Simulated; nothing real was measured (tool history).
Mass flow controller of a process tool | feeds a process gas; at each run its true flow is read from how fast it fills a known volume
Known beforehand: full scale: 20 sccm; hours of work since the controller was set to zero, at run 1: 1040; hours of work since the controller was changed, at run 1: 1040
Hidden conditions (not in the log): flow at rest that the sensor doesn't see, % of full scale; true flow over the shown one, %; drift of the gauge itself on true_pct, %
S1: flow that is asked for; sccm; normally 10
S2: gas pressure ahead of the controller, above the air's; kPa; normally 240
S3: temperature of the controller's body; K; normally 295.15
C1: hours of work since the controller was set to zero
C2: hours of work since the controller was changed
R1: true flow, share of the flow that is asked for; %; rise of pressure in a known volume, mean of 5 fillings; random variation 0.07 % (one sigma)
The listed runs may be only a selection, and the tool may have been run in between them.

run 1 hour=0 | S1=10 S2=240 S3=295.15 | C1=1040 C2=1040 | R1=97.74
run 2 hour=97.6 | S1=10 S2=160 S3=295.15 | C1=1104 C2=1104 | R1=97.86
run 3 hour=207.1 | S1=10 S2=160 S3=295.15 | C1=1176 C2=1176 | R1=97.99
run 4 hour=266.2 | S1=10 S2=160 S3=295.15 | C1=1215 C2=1215 | R1=97.77
run 5 hour=319 | S1=10 S2=160 S3=295.15 | C1=1250 C2=1250 | R1=97.74
run 6 hour=432.3 | S1=10 S2=160 S3=295.15 | C1=1324 C2=1324 | R1=97.87
run 7 hour=504.8 | S1=10 S2=240 S3=293.15 | C1=1372 C2=1372 | R1=97.6
run 8 hour=582.6 | S1=15 S2=240 S3=293.15 | C1=1423 C2=1423 | R1=98.48
run 9 hour=689.1 | S1=15 S2=240 S3=293.15 | C1=1494 C2=1494 | R1=98.41
run 10 hour=753.2 | S1=10 S2=269 S3=295.15 | C1=1536 C2=1536 | R1=97.69
run 11 hour=827.8 | S1=10 S2=269 S3=295.15 | C1=1585 C2=1585 | R1=97.6
run 12 hour=919.8 | S1=10 S2=240 S3=295.15 | C1=1646 C2=1646 | R1=97.79
run 13 hour=1012.5 | S1=10 S2=240 S3=295.15 | C1=1707 C2=1707 | R1=97.65
run 14 hour=1116.4 | S1=10 S2=240 S3=295.15 | C1=1775 C2=1775 | R1=97.87
run 15 hour=1189.6 | S1=10 S2=240 S3=295.15 | C1=1823 C2=1823 | R1=97.75
run 16 hour=1305 | S1=10 S2=240 S3=295.15 | C1=1899 C2=1899 | R1=97.66
run 17 hour=1380.5 | S1=10 S2=248 S3=295.15 | C1=1949 C2=1949 | R1=97.79
run 18 hour=1455 | S1=10 S2=240 S3=295.15 | C1=1998 C2=1998 | R1=97.83
run 19 hour=1570.3 | S1=10 S2=240 S3=295.15 | C1=2074 C2=2074 | R1=97.74
run 20 hour=1635.3 | S1=10 S2=240 S3=295.15 | C1=2117 C2=2117 | R1=97.64
run 21 hour=1707.1 | S1=10 S2=240 S3=295.15 | C1=2164 C2=2164 | R1=97.73
run 22 hour=1806.9 | S1=10 S2=150 S3=295.15 | C1=2230 C2=2230 | R1=97.8
run 23 hour=1862 | S1=10 S2=150 S3=306.15 | C1=2266 C2=2266 | R1=99.19
run 24 hour=1922.5 | S1=9 S2=240 S3=295.15 | C1=2306 C2=2306 | R1=97.46
run 25 hour=2033 | S1=10 S2=240 S3=295.15 | C1=2379 C2=2379 | R1=97.73
run 26 hour=2154.2 | S1=2 S2=240 S3=311.15 | C1=2459 C2=2459 | R1=95.83
run 27 hour=2247.2 | S1=4 S2=192 S3=298.15 | C1=2520 C2=2520 | R1=96.09
run 28 hour=2350.6 | S1=3 S2=240 S3=293.15 | C1=2588 C2=2588 | R1=94.76
run 29 hour=2412.8 | S1=3 S2=240 S3=293.15 | C1=2629 C2=2629 | R1=94.81
run 30 hour=2502 | S1=3 S2=196 S3=302.15 | C1=2688 C2=2688 | R1=95.87
run 31 hour=2586.8 | S1=4 S2=269 S3=302.15 | C1=2744 C2=2744 | R1=96.4
run 32 hour=2690.2 | S1=12 S2=260 S3=310.15 | C1=2812 C2=2812 | R1=99.84
run 33 hour=2801.5 | S1=5 S2=242 S3=302.15 | C1=2885 C2=2885 | R1=97.04
run 34 hour=2892.4 | S1=10 S2=181 S3=310.15 | C1=2945 C2=2945 | R1=99.44
run 35 hour=2994.3 | S1=10 S2=181 S3=310.15 | C1=3012 C2=3012 | R1=99.33
run 36 hour=3081.8 | S1=3 S2=191 S3=307.15 | C1=3070 C2=3070 | R1=96.12
run 37 hour=3203.3 | S1=3 S2=191 S3=299.15 | C1=3150 C2=3150 | R1=95.2
run 38 hour=3253.4 | S1=5 S2=240 S3=299.15 | C1=3183 C2=3183 | R1=96.58
run 39 hour=3338.2 | S1=15 S2=240 S3=294.15 | C1=3239 C2=3239 | R1=98.68
run 40 hour=3427.1 | S1=15 S2=240 S3=294.15 | C1=3298 C2=3298 | R1=98.55
run 41 hour=3549.4 | S1=15 S2=240 S3=294.15 | C1=3378 C2=3378 | R1=98.64
run 42 hour=3648.1 | S1=15 S2=221 S3=293.15 | C1=3443 C2=3443 | R1=98.55
run 43 hour=3700 | S1=15 S2=221 S3=293.15 | C1=3477 C2=3477 | R1=98.54
run 44 hour=3811 | S1=2 S2=157 S3=302.15 | C1=3551 C2=3551 | R1=93.83
run 45 hour=3891.9 | S1=7 S2=278 S3=307.15 | C1=3604 C2=3604 | R1=97.94
run 46 hour=4001.1 | S1=7 S2=278 S3=307.15 | C1=3676 C2=3676 | R1=98.05
run 47 hour=4108.3 | S1=4 S2=162 S3=303.15 | C1=3746 C2=3746 | R1=96.36
run 48 hour=4163.2 | S1=4 S2=147 S3=303.15 | C1=3783 C2=3783 | R1=96.31
run 49 hour=4214.2 | S1=5 S2=244 S3=309.15 | C1=3816 C2=3816 | R1=97.47

Here are 4 independent what-if runs from the current tool condition. What would each one return?
run A hour=4305.1 | S1=6 S2=173 S3=309.15 | C1=3876 C2=3876 | R1=?
run B hour=4305.1 | S1=8 S2=244 S3=309.15 | C1=3876 C2=3876 | R1=?
run C hour=4305.1 | S1=10 S2=193 S3=295.15 | C1=3876 C2=3876 | R1=?
run D hour=4305.1 | S1=16 S2=240 S3=294.15 | C1=3876 C2=3876 | R1=?

run=A R1=97.93
run=B R1=98.56
run=C R1=97.66
run=D R1=98.79
The same runs, with their run-to-run variation unchanged, on a tool lacking any hidden condition would have given:
run=A R1=98.91
run=B R1=99.16
run=C R1=98.03
run=D R1=98.81

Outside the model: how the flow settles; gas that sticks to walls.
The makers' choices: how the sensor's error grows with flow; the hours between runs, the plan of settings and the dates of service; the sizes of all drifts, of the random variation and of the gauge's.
